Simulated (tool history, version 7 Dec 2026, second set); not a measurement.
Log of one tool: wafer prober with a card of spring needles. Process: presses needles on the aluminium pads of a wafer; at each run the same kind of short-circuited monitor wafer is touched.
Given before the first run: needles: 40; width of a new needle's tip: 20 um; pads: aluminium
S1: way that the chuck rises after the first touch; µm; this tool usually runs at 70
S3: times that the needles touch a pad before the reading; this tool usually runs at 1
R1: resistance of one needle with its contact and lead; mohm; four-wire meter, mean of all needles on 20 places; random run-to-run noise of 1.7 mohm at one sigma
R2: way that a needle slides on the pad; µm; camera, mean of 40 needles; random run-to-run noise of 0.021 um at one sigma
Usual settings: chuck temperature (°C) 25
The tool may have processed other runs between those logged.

run 1 day=0.000 | S1=70 chuck_temperature_(°C)=25 S3=1 | R1=304 R2=9.46
-- day=0.383 tips cleaned on abrasive film
-- day=0.904 tips cleaned on abrasive film
-- day=1.379 tips cleaned on abrasive film
run 2 day=1.379 | S1=70 chuck_temperature_(°C)=25 S3=1 | R1=213 R2=9.41
-- day=1.846 tips cleaned on abrasive film
-- day=2.062 height of the first contact set anew
-- day=2.321 tips cleaned on abrasive film
run 3 day=2.321 | S1=70 chuck_temperature_(°C)=25 S3=1 | R1=202 R2=9.84
-- day=2.808 tips cleaned on abrasive film
run 4 day=3.042 | S1=70 chuck_temperature_(°C)=25 S3=1 | R1=352 R2=9.84
-- day=3.267 tips cleaned on abrasive film
-- day=3.767 tips cleaned on abrasive film
-- day=4.238 tips cleaned on abrasive film
run 5 day=4.283 | S1=70 chuck_temperature_(°C)=25 S3=1 | R1=249 R2=9.78
-- day=4.675 tips cleaned on abrasive film
-- day=5.208 tips cleaned on abrasive film
run 6 day=5.525 | S1=70 chuck_temperature_(°C)=25 S3=1 | R1=415 R2=9.71
-- day=5.671 tips cleaned on abrasive film
-- day=6.129 tips cleaned on abrasive film
-- day=6.625 tips cleaned on abrasive film
run 7 day=6.954 | S1=70 chuck_temperature_(°C)=39 S3=1 | R1=408 R2=9.68
-- day=7.067 tips cleaned on abrasive film
-- day=7.567 tips cleaned on abrasive film
-- day=8.012 tips cleaned on abrasive film
run 8 day=8.012 | S1=70 chuck_temperature_(°C)=39 S3=1 | R1=196 R2=9.63
-- day=8.529 tips cleaned on abrasive film
-- day=9.058 tips cleaned on abrasive film
run 9 day=9.221 | S1=70 chuck_temperature_(°C)=39 S3=1 | R1=315 R2=9.62
-- day=9.575 tips cleaned on abrasive film
-- day=10.017 tips cleaned on abrasive film
run 10 day=10.246 | S1=70 chuck_temperature_(°C)=39 S3=1 | R1=368 R2=9.55
-- day=10.521 tips cleaned on abrasive film
-- day=10.962 tips cleaned on abrasive film
run 11 day=11.217 | S1=70 chuck_temperature_(°C)=39 S3=2 | R1=295 R2=9.55
-- day=11.421 tips cleaned on abrasive film
-- day=11.946 tips cleaned on abrasive film
-- day=12.442 tips cleaned on abrasive film
run 12 day=12.612 | S1=70 chuck_temperature_(°C)=39 S3=2 | R1=276 R2=9.55
-- day=12.929 tips cleaned on abrasive film
run 13 day=13.333 | S1=70 chuck_temperature_(°C)=39 S3=2 | R1=349 R2=9.50
-- day=13.412 tips cleaned on abrasive film
-- day=13.896 tips cleaned on abrasive film
-- day=14.442 tips cleaned on abrasive film
run 14 day=14.592 | S1=70 chuck_temperature_(°C)=39 S3=2 | R1=283 R2=9.48
-- day=14.896 tips cleaned on abrasive film
-- day=15.342 tips cleaned on abrasive film
run 15 day=15.350 | S1=70 chuck_temperature_(°C)=39 S3=2 | R1=210 R2=9.42
-- day=15.829 tips cleaned on abrasive film
-- day=16.083 height of the first contact set anew
-- day=16.362 tips cleaned on abrasive film
run 16 day=16.396 | S1=81 chuck_temperature_(°C)=103 S3=2 | R1=219 R2=11.42
-- day=16.817 tips cleaned on abrasive film
-- day=17.342 tips cleaned on abrasive film
-- day=17.783 tips cleaned on abrasive film
run 17 day=17.804 | S1=75 chuck_temperature_(°C)=25 S3=1 | R1=222 R2=10.52
-- day=18.238 tips cleaned on abrasive film
-- day=18.704 tips cleaned on abrasive film
run 18 day=19.046 | S1=70 chuck_temperature_(°C)=25 S3=1 | R1=435 R2=9.74
-- day=19.200 tips cleaned on abrasive film
-- day=19.675 tips cleaned on abrasive film
run 19 day=19.962 | S1=69 chuck_temperature_(°C)=121 S3=1 | R1=405 R2=9.57
-- day=20.179 tips cleaned on abrasive film
-- day=20.654 tips cleaned on abrasive film
run 20 day=20.654 | S1=69 chuck_temperature_(°C)=121 S3=1 | R1=218 R2=9.58
-- day=21.146 tips cleaned on abrasive film
-- day=21.583 tips cleaned on abrasive film
run 21 day=21.992 | S1=51 chuck_temperature_(°C)=25 S3=2 | R1=518 R2=6.99
-- day=22.092 tips cleaned on abrasive film
-- day=22.533 tips cleaned on abrasive film
-- day=23.075 tips cleaned on abrasive film
run 22 day=23.233 | S1=51 chuck_temperature_(°C)=25 S3=2 | R1=365 R2=6.92
-- day=23.575 tips cleaned on abrasive film
-- day=24.050 tips cleaned on abrasive film
-- day=24.533 tips cleaned on abrasive film
run 23 day=24.533 | S1=80 chuck_temperature_(°C)=25 S3=1 | R1=197 R2=10.96
-- day=25.038 tips cleaned on abrasive film
-- day=25.488 tips cleaned on abrasive film
-- day=25.938 tips cleaned on abrasive film
run 24 day=25.938 | S1=80 chuck_temperature_(°C)=25 S3=1 | R1=196 R2=10.94
-- day=26.433 tips cleaned on abrasive film
run 25 day=26.754 | S1=80 chuck_temperature_(°C)=25 S3=1 | R1=371 R2=10.90
-- day=26.950 tips cleaned on abrasive film
-- day=27.425 tips cleaned on abrasive film
run 26 day=27.600 | S1=81 chuck_temperature_(°C)=30 S3=2 | R1=260 R2=11.06
-- day=27.892 tips cleaned on abrasive film
-- day=28.329 tips cleaned on abrasive film
run 27 day=28.588 | S1=81 chuck_temperature_(°C)=30 S3=2 | R1=291 R2=10.99
-- day=28.850 tips cleaned on abrasive film
-- day=29.288 tips cleaned on abrasive film
run 28 day=29.500 | S1=70 chuck_temperature_(°C)=28 S3=1 | R1=400 R2=9.41
-- day=29.729 tips cleaned on abrasive film
-- day=30.112 height of the first contact set anew
-- day=30.225 tips cleaned on abrasive film
-- day=30.700 tips cleaned on abrasive film
run 29 day=30.746 | S1=66 chuck_temperature_(°C)=83 S3=1 | R1=269 R2=9.28

Predict each of these 4 candidate next runs independently; none follows another, all start after run 29:
-- day=31.175 tips cleaned on abrasive film
run A day=31.608 | S1=70 chuck_temperature_(°C)=78 S3=2 | R1=? R2=?
-- day=31.175 tips cleaned on abrasive film
run B day=31.608 | S1=66 chuck_temperature_(°C)=83 S3=3 | R1=? R2=?
-- day=31.175 tips cleaned on abrasive film
run C day=31.608 | S1=70 chuck_temperature_(°C)=80 S3=1 | R1=? R2=?
-- day=31.175 tips cleaned on abrasive film
run D day=31.608 | S1=77 chuck_temperature_(°C)=38 S3=2 | R1=? R2=?

run=A R1=376 R2=9.82
run=B R1=321 R2=9.25
run=C R1=497 R2=9.81
run=D R1=345 R2=10.79
Without the tool's unlogged condition, the same runs would have read:
run=A R1=185 R2=9.87
run=B R1=190 R2=9.30
run=C R1=184 R2=9.86
run=D R1=175 R2=10.84
